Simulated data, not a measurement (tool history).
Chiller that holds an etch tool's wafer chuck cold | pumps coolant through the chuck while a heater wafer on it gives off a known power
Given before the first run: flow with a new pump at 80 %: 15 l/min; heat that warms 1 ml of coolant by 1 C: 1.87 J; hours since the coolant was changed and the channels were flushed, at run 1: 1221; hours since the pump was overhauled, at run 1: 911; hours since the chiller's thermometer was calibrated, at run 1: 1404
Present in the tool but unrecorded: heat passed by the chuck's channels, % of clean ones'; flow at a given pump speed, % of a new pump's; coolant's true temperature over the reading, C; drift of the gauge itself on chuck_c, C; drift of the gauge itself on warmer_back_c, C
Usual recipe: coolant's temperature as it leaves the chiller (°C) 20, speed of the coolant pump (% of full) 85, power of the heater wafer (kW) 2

run,hour,coolant's temperature as it leaves the chiller (°C),speed of the coolant pump (% of full),power of the heater wafer (kW),hours since the coolant was changed and the channels were flushed,hours since the pump was overhauled,hours since the chiller's thermometer was calibrated,chuck's temperature once it has settled (°C),how much warmer the coolant comes back (C)
1,0,20,85,2,1221,911,1404,39.2,4.09
2,147.4,20,85,2,1368,1058,1551,39.4,4.13
3,290.7,20,85,2,1512,1202,1695,39.5,4.18
4,459.1,20,85,2,1680,1370,1863,39.5,4.18
5,581.1,20,85,1.237,1802,1492,1985,31.9,2.54
6,672.4,20,85,2,1893,1583,2076,39.6,4.21
7,856.4,20,85,1.064,2077,1767,2260,30.5,2.23
8,938.8,20,85,2.647,2160,1850,2343,46.6,5.58
9,1032.6,20,82,2,2253,1944,2436,40.4,4.35
10,1210.5,20,85,2,2431,2122,2614,40.2,4.22
11,1378.6,20,85,2,2599,2290,2782,40.5,4.28
12,1549.6,20,85,2,2770,2461,2953,40.3,4.28
13,1660.1,20,86,2,2881,2571,3064,40.4,4.26
14,1829.7,20,86,2,3051,2741,3234,40.4,4.26
15,1941.5,20,86,2,3162,2853,3345,40.6,4.22
16,2074,20,86,2,3295,2985,3478,40.8,4.25
17,2223.8,20,86,2,3445,3135,3628,40.9,4.32
18,2324.8,15,85,1.181,3546,3236,3729,27.3,2.58
# hour 2432.5: chiller's thermometer calibrated
19,2432.5,22,70,1.493,3652,3343,0,41.1,3.96
20,2600.5,22,84,1.038,3820,3511,168,33.6,2.36
21,2736.7,11,90,2,3956,3647,304,32.1,4.16
# hour 2782.3: coolant changed, channels flushed
22,2871,11,90,2,89,3775,432,30.3,4.19
23,3046.2,23,65,2.191,264,3950,608,50.7,6.35
24,3172.7,23,65,2.191,390,4077,734,51.1,6.36
25,3329,21,67,2,547,4233,890,45.8,5.6
# hour 3451.8: coolant pump overhauled
26,3511,14,61,2,724,59,1067,38.7,5.56
27,3688.3,23,88,2.069,901,237,1245,42,4.03
28,3865,17,75,1.512,1078,413,1421,32.9,3.43
29,4037.5,17,85,2.342,1250,586,1594,39.5,4.7
30,4222,23,78,1.856,1435,770,1779,42.3,4.12
31,4373.4,29,77,2.42,1586,922,1930,54.4,5.45
32,4486.2,12,85,1.529,1699,1034,2043,27.1,3.02
33,4622.2,12,85,1.529,1835,1170,2179,26.9,3.23

3 ways to go on from here, each from the tool as it stands after run 33. What would each give?
A,4707,17,89,2.083,1920,1255,2263,?,?
B,4707,12,85,1.72,1920,1255,2263,?,?
C,4707,23,85,1.375,1920,1255,2263,?,?

run,chuck's temperature once it has settled (°C),how much warmer the coolant comes back (C)
A,36.8,4.08
B,28.9,3.57
C,36.4,2.79
The same runs, with their run-to-run variation unchanged, on a tool lacking any hidden condition would have given:
run,chuck's temperature once it has settled (°C),how much warmer the coolant comes back (C)
A,35.6,3.98
B,28,3.49
C,35.7,2.72
